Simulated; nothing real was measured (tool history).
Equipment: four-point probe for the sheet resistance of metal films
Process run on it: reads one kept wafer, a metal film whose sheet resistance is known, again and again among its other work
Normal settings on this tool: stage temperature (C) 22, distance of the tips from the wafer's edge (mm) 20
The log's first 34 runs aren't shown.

| run | hour | stage temperature (C) | distance of the tips from the wafer's edge (mm) | sheet resistance as the instrument gives it (ohm/square) |
|---|---|---|---|---|
| 35 | 2320.9 | 27 | 7 | 0.356044 |
| 36 | 2412.7 | 20 | 7 | 0.353831 |
| 37 | 2503.8 | 20 | 7 | 0.353728 |
| 38 | 2585.6 | 20 | 7 | 0.353880 |
| 39 | 2667.3 | 19 | 57 | 0.351972 |
|  | 2697.6 | new probe head fitted |
| 40 | 2714.6 | 33 | 22 | 0.356391 |
| 41 | 2790.3 | 23 | 16 | 0.353461 |
| 42 | 2849.5 | 31 | 20 | 0.355827 |

What if the next run were any one of these 5? Each begins from the tool's condition after run 42:
| A | 2929.3 | 34 | 7 | ? |
| B | 2929.3 | 23 | 45 | ? |
| C | 2929.3 | 22 | 13 | ? |
| D | 2929.3 | 25 | 20 | ? |
| E | 2929.3 | 22 | 15 | ? |

| run | sheet resistance as the instrument gives it (ohm/square) |
|---|---|
| A | 0.358056 |
| B | 0.353299 |
| C | 0.353419 |
| D | 0.354032 |
| E | 0.353259 |
Without the tool's unlogged condition, the same runs would have read:
| run | sheet resistance as the instrument gives it (ohm/square) |
|---|---|
| A | 0.358041 |
| B | 0.353284 |
| C | 0.353404 |
| D | 0.354017 |
| E | 0.353245 |
